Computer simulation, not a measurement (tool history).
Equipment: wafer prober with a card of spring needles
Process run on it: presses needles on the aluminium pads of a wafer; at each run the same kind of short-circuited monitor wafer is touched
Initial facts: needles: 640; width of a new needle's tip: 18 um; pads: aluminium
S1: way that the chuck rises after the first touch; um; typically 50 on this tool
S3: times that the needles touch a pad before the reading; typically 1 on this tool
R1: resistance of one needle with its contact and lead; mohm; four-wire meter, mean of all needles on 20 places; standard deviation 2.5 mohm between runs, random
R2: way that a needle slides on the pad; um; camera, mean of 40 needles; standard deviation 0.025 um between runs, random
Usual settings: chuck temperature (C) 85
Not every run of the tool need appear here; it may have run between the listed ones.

{"run": 1, "hour": 0.0, "S1": 50, "chuck temperature (C)": 85, "S3": 1, "R1": 291, "R2": 11.01}
{"hour": 14.5, "done": "tips cleaned on abrasive film"}
{"hour": 14.8, "done": "height of the first contact set anew"}
{"run": 2, "hour": 30.6, "S1": 50, "chuck temperature (C)": 85, "S3": 1, "R1": 289, "R2": 10.95}
{"hour": 33.2, "done": "tips cleaned on abrasive film"}
{"hour": 50.4, "done": "tips cleaned on abrasive film"}
{"run": 3, "hour": 61.8, "S1": 50, "chuck temperature (C)": 85, "S3": 1, "R1": 291, "R2": 10.97}
{"hour": 66.5, "done": "tips cleaned on abrasive film"}
{"hour": 83.0, "done": "tips cleaned on abrasive film"}
{"run": 4, "hour": 83.0, "S1": 50, "chuck temperature (C)": 85, "S3": 1, "R1": 285, "R2": 11.01}
{"hour": 99.7, "done": "tips cleaned on abrasive film"}
{"run": 5, "hour": 102.4, "S1": 50, "chuck temperature (C)": 85, "S3": 1, "R1": 288, "R2": 11.03}
{"hour": 116.5, "done": "tips cleaned on abrasive film"}
{"hour": 133.0, "done": "tips cleaned on abrasive film"}
{"run": 6, "hour": 134.0, "S1": 50, "chuck temperature (C)": 85, "S3": 1, "R1": 288, "R2": 11.02}
{"hour": 149.6, "done": "tips cleaned on abrasive film"}
{"run": 7, "hour": 164.4, "S1": 41, "chuck temperature (C)": 85, "S3": 1, "R1": 292, "R2": 9.02}
{"hour": 166.9, "done": "tips cleaned on abrasive film"}
{"hour": 184.7, "done": "tips cleaned on abrasive film"}
{"run": 8, "hour": 189.5, "S1": 41, "chuck temperature (C)": 85, "S3": 1, "R1": 290, "R2": 9.01}
{"hour": 202.5, "done": "tips cleaned on abrasive film"}
{"run": 9, "hour": 204.6, "S1": 41, "chuck temperature (C)": 85, "S3": 1, "R1": 294, "R2": 9.02}
{"hour": 219.9, "done": "tips cleaned on abrasive film"}
{"run": 10, "hour": 230.4, "S1": 41, "chuck temperature (C)": 85, "S3": 1, "R1": 291, "R2": 9}
{"hour": 236.3, "done": "tips cleaned on abrasive film"}
{"hour": 252.6, "done": "tips cleaned on abrasive film"}
{"run": 11, "hour": 258.4, "S1": 50, "chuck temperature (C)": 85, "S3": 2, "R1": 285, "R2": 10.99}
{"hour": 269.7, "done": "tips cleaned on abrasive film"}
{"hour": 278.7, "done": "height of the first contact set anew"}
{"run": 12, "hour": 281.5, "S1": 50, "chuck temperature (C)": 85, "S3": 1, "R1": 288, "R2": 10.97}
{"hour": 286.8, "done": "tips cleaned on abrasive film"}
{"hour": 304.6, "done": "tips cleaned on abrasive film"}
{"run": 13, "hour": 312.1, "S1": 50, "chuck temperature (C)": 85, "S3": 1, "R1": 284, "R2": 10.95}
{"hour": 322.5, "done": "tips cleaned on abrasive film"}
{"run": 14, "hour": 338.2, "S1": 50, "chuck temperature (C)": 85, "S3": 1, "R1": 288, "R2": 10.96}
{"hour": 341.0, "done": "tips cleaned on abrasive film"}
{"hour": 359.3, "done": "tips cleaned on abrasive film"}
{"run": 15, "hour": 361.4, "S1": 50, "chuck temperature (C)": 85, "S3": 1, "R1": 287, "R2": 10.9}
{"hour": 375.9, "done": "tips cleaned on abrasive film"}
{"run": 16, "hour": 382.3, "S1": 52, "chuck temperature (C)": 93, "S3": 3, "R1": 289, "R2": 11.38}
{"hour": 394.9, "done": "tips cleaned on abrasive film"}
{"run": 17, "hour": 398.4, "S1": 40, "chuck temperature (C)": 85, "S3": 2, "R1": 293, "R2": 8.76}
{"hour": 411.7, "done": "tips cleaned on abrasive film"}
{"run": 18, "hour": 427.2, "S1": 40, "chuck temperature (C)": 85, "S3": 2, "R1": 296, "R2": 8.74}
{"hour": 429.6, "done": "tips cleaned on abrasive film"}
{"hour": 446.7, "done": "tips cleaned on abrasive film"}
{"run": 19, "hour": 448.0, "S1": 40, "chuck temperature (C)": 85, "S3": 2, "R1": 292, "R2": 8.74}
{"hour": 463.7, "done": "tips cleaned on abrasive film"}
{"hour": 479.7, "done": "tips cleaned on abrasive film"}
{"run": 20, "hour": 482.2, "S1": 50, "chuck temperature (C)": 65, "S3": 2, "R1": 282, "R2": 10.92}
{"hour": 497.6, "done": "tips cleaned on abrasive film"}
{"run": 21, "hour": 508.6, "S1": 37, "chuck temperature (C)": 85, "S3": 1, "R1": 292, "R2": 8.12}
{"hour": 514.9, "done": "tips cleaned on abrasive film"}
{"run": 22, "hour": 522.7, "S1": 67, "chuck temperature (C)": 28, "S3": 2, "R1": 265, "R2": 14.59}
{"hour": 532.4, "done": "tips cleaned on abrasive film"}
{"run": 23, "hour": 540.8, "S1": 67, "chuck temperature (C)": 28, "S3": 1, "R1": 264, "R2": 14.64}
{"hour": 543.2, "done": "height of the first contact set anew"}
{"hour": 549.4, "done": "tips cleaned on abrasive film"}
{"hour": 567.4, "done": "tips cleaned on abrasive film"}
{"run": 24, "hour": 573.1, "S1": 30, "chuck temperature (C)": 71, "S3": 2, "R1": 296, "R2": 6.55}
{"hour": 584.0, "done": "tips cleaned on abrasive film"}
{"run": 25, "hour": 590.2, "S1": 30, "chuck temperature (C)": 71, "S3": 2, "R1": 294, "R2": 6.54}
{"hour": 600.0, "done": "tips cleaned on abrasive film"}
{"run": 26, "hour": 609.4, "S1": 56, "chuck temperature (C)": 53, "S3": 2, "R1": 276, "R2": 12.2}
{"hour": 616.5, "done": "tips cleaned on abrasive film"}
{"hour": 633.5, "done": "tips cleaned on abrasive film"}
{"run": 27, "hour": 637.5, "S1": 50, "chuck temperature (C)": 68, "S3": 2, "R1": 279, "R2": 10.89}
{"hour": 651.7, "done": "tips cleaned on abrasive film"}
{"hour": 668.0, "done": "tips cleaned on abrasive film"}
{"run": 28, "hour": 670.6, "S1": 50, "chuck temperature (C)": 68, "S3": 2, "R1": 279, "R2": 10.89}
{"hour": 685.4, "done": "tips cleaned on abrasive film"}
{"run": 29, "hour": 696.8, "S1": 30, "chuck temperature (C)": 29, "S3": 1, "R1": 280, "R2": 6.57}
{"hour": 701.8, "done": "tips cleaned on abrasive film"}
{"run": 30, "hour": 711.3, "S1": 34, "chuck temperature (C)": 85, "S3": 2, "R1": 297, "R2": 7.43}

Pick out some run-to-run changes in R2. Of each, how much would a tool without hidden state show as well, from the settings, what came in and chance, and how much is left for the hidden state and any gauge scatter not in both results compared?
The tool's hidden condition here consists of: debris on the tips, nm; way that the needles fall short of the set height, um; tips' diameter, um; drift of the gauge itself on contact_mohm, %; drift of the gauge itself on scrub_um, %.
Run 21 -> 22: S1 37 -> 67, chuck temperature (C) 85 -> 28, S3 1 -> 2, tips cleaned on abrasive film. R2 +6.47 um: hidden state -0.05, all else +6.52.
Run 23 -> 24: S1 67 -> 30, chuck temperature (C) 28 -> 71, S3 1 -> 2, height of the first contact set anew, tips cleaned on abrasive film, tips cleaned on abrasive film. R2 -8.09 um: hidden state +0.06, all else -8.15.
Run 25 -> 26: S1 30 -> 56, chuck temperature (C) 71 -> 53, tips cleaned on abrasive film. R2 +5.66 um: hidden state -0.06, all else +5.72.
